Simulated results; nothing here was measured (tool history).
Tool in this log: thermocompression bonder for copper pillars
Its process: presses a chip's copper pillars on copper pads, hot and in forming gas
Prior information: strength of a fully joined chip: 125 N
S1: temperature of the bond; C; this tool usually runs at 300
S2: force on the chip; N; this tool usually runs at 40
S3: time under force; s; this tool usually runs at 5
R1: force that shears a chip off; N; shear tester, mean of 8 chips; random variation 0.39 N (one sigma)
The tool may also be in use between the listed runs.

run	hour	S1	S2	S3	R1
1	0	300	40	5	82.4
2	5.6	319	40	5	93.7
3	11.5	319	40	5	93.7
4	21	319	40	5	93.9
5	25.3	300	40	5	81.9
6	32.5	300	40	5	81.8
# hour 35.4: forming gas filter changed
7	38.9	300	40	5	82.6
8	45.7	300	40	5	82.6
9	49.9	300	40	5	82.8
10	59.7	300	40	5	83
11	67.2	300	40	5	82.7
12	73.5	309	40	5	88.5
13	80.2	309	40	5	88.6
14	85.4	309	40	5	87.9
15	94.1	300	40	3	70.9
# hour 99.4: heater calibrated with a thermocouple chip
16	101	300	40	6	85.5
17	110.2	300	40	6	85.5
18	118.1	300	40	6	85.9
19	127.4	300	40	6	85
20	132.5	300	40	6	85.4
21	136.8	300	27	7	70.1
22	141.1	317	27	7	82.5
23	146.3	317	27	7	82.2
24	155.3	295	40	5	78.1
25	163.7	295	40	5	78
26	171.7	295	40	5	77.9
27	181	313	39	6	93
28	190	315	40	4	86.6
29	199.9	300	43	9	97.5
30	209	300	43	9	97.6
31	218.8	309	37	11	99.1
32	224.9	300	40	6	85.5
33	234	294	57	6	97.6
34	239.8	316	40	3	80.5
35	248.7	316	36	8	97.5
36	252.7	324	28	3	68.6
37	262.6	324	28	3	67.9
38	267.3	321	57	5	107.9
39	272.2	318	33	7	90.7

Pick out some run-to-run changes in R1. Of each, how much would a tool without hidden state show as well, from the settings, what came in and chance, and how much is left for the hidden state and any gauge scatter not in both results compared?
The hidden state here: true temperature of the bond over the reading, C; force that reaches the chip, % of what is set; oxide that the forming gas leaves, % of the face; drift of the gauge itself on shear_n, %.
Run 6 -> 7: forming gas filter changed. R1 +0.8 N: hidden state +0.5, all else +0.3.
Run 15 -> 16: S3 3 -> 6, heater calibrated with a thermocouple chip. R1 +14.6 N: hidden state -0.8, all else +15.4.
Run 35 -> 36: S1 316 -> 324, S2 36 -> 28, S3 8 -> 3. R1 -28.9 N: hidden state +0, all else -28.9.
Run 37 -> 38: S1 324 -> 321, S2 28 -> 57, S3 3 -> 5. R1 +40 N: hidden state -0.3, all else +40.3.
Run 38 -> 39: S1 321 -> 318, S2 57 -> 33, S3 5 -> 7. R1 -17.2 N: hidden state +0.1, all else -17.3.

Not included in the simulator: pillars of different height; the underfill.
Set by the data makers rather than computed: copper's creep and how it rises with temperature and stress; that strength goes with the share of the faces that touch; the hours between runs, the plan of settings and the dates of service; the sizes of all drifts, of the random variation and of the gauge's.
